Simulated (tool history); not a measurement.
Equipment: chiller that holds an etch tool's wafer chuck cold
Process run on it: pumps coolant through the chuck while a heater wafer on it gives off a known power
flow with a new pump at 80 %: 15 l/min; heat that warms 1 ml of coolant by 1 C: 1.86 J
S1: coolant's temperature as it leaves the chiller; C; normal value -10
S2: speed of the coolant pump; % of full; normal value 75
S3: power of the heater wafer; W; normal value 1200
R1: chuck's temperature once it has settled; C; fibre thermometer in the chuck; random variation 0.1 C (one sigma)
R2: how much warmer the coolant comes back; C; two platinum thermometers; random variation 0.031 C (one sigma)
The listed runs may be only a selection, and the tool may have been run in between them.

run 1 day=0 | S1=-10 S2=75 S3=1200 | R1=-2.1 R2=2.77
run 2 day=2.05 | S1=-10 S2=75 S3=1200 | R1=-2 R2=2.75
run 3 day=3.754 | S1=-10 S2=75 S3=1200 | R1=-2.1 R2=2.75
run 4 day=5.979 | S1=-10 S2=75 S3=1200 | R1=-2.1 R2=2.77
run 5 day=8.083 | S1=-10 S2=75 S3=1200 | R1=-2.2 R2=2.74
run 6 day=10.283 | S1=-10 S2=75 S3=1200 | R1=-2 R2=2.79
run 7 day=12.504 | S1=-10 S2=75 S3=1200 | R1=-2 R2=2.8
run 8 day=14.775 | S1=-10 S2=75 S3=739 | R1=-5.2 R2=1.72
run 9 day=16.388 | S1=-10 S2=75 S3=739 | R1=-5.1 R2=1.71
run 10 day=17.5 | S1=-10 S2=75 S3=739 | R1=-5.3 R2=1.71
run 11 day=20.017 | S1=-10 S2=75 S3=739 | R1=-5.1 R2=1.76
run 12 day=21.571 | S1=-10 S2=75 S3=739 | R1=-5.2 R2=1.7
run 13 day=23.283 | S1=-10 S2=75 S3=1200 | R1=-2.2 R2=2.69
run 14 day=24.646 | S1=-10 S2=75 S3=1200 | R1=-2.1 R2=2.76
run 15 day=25.733 | S1=-10 S2=72 S3=1200 | R1=-2 R2=2.89
run 16 day=27.017 | S1=-10 S2=72 S3=1200 | R1=-1.8 R2=2.88
run 17 day=29.229 | S1=-10 S2=72 S3=1200 | R1=-1.9 R2=2.87
run 18 day=30.338 | S1=-10 S2=72 S3=1200 | R1=-1.7 R2=2.9
run 19 day=32.667 | S1=-9 S2=75 S3=1452 | R1=0.7 R2=3.36
run 20 day=34.679 | S1=-8 S2=81 S3=1504 | R1=1.4 R2=3.25
run 21 day=37.233 | S1=-8 S2=81 S3=666 | R1=-3.9 R2=1.39
run 22 day=39.8 | S1=-5 S2=95 S3=666 | R1=-1.3 R2=1.23
run 23 day=42.275 | S1=-2 S2=95 S3=854 | R1=2.9 R2=1.55
run 24 day=43.908 | S1=-13 S2=80 S3=1359 | R1=-4.4 R2=2.98
run 25 day=46.192 | S1=-5 S2=94 S3=1361 | R1=2.7 R2=2.46

For run 26, what comes out?
run 26 day=47.3 | S1=-10 S2=75 S3=979 | R1=? R2=?

R1: -3.7 C
R2: 2.28 C
Had the tool carried no hidden state, the very same run would have given R1 -3.7 C, R2 2.28 C.

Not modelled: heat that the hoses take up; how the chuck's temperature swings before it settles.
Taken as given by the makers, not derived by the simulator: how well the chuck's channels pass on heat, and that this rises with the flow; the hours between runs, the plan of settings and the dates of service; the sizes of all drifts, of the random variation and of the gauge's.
